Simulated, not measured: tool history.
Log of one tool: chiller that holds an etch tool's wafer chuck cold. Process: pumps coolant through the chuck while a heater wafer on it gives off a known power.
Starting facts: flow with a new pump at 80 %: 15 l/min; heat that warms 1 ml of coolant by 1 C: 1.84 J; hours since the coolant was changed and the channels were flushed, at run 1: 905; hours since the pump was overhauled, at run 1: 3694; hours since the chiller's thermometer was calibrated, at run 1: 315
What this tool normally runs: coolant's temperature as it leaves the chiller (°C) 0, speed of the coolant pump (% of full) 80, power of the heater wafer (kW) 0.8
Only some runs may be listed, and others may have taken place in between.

run	hour	coolant's temperature as it leaves the chiller (°C)	speed of the coolant pump (% of full)	power of the heater wafer (kW)	hours since the coolant was changed and the channels were flushed	hours since the pump was overhauled	hours since the chiller's thermometer was calibrated	chuck's temperature once it has settled (°C)	how much warmer the coolant comes back (C)
1	0	0	80	0.8	905	3694	315	8.3	1.9
2	59.2	0	80	0.8	965	3753	375	8.6	1.9
3	111.2	0	80	0.8	1017	3805	427	8.7	1.89
4	225.9	0	80	0.8	1131	3919	541	8.5	1.91
5	293.5	0	93	0.8	1199	3987	609	7.7	1.6
6	354.9	0	93	0.8	1260	4048	670	7.7	1.6
7	417.5	0	93	0.8	1323	4111	733	7.7	1.6
8	480.2	0	93	0.8	1386	4174	796	7.7	1.6
9	583.9	0	93	0.8	1489	4277	899	7.9	1.67
10	653.9	0	93	0.8	1559	4347	969	8	1.63
11	739	0	80	0.684	1644	4433	1055	7.6	1.61
# hour 748.1: chiller's thermometer calibrated
12	794.4	0	80	0.684	1699	4487	46	7.8	1.68
13	912.9	0	80	0.684	1817	4605	165	7.9	1.66
14	962.5	0	80	0.684	1867	4655	214	7.9	1.66
15	1063.2	8	80	0.8	1968	4756	315	17.4	1.97
# hour 1108: chiller's thermometer calibrated, once more
16	1130.1	8	80	0.8	2033	4822	22	17.2	1.93

Run 17 is up next; what results do you expect?
17	1208	8	80	0.8	2111	4900	100	?	?

chuck's temperature once it has settled (°C): 17.1
how much warmer the coolant comes back (C): 1.94
If the tool had no hidden condition, the same run with the same run-to-run variation would have returned chuck's temperature once it has settled (°C) 15.2, how much warmer the coolant comes back (C) 1.72.
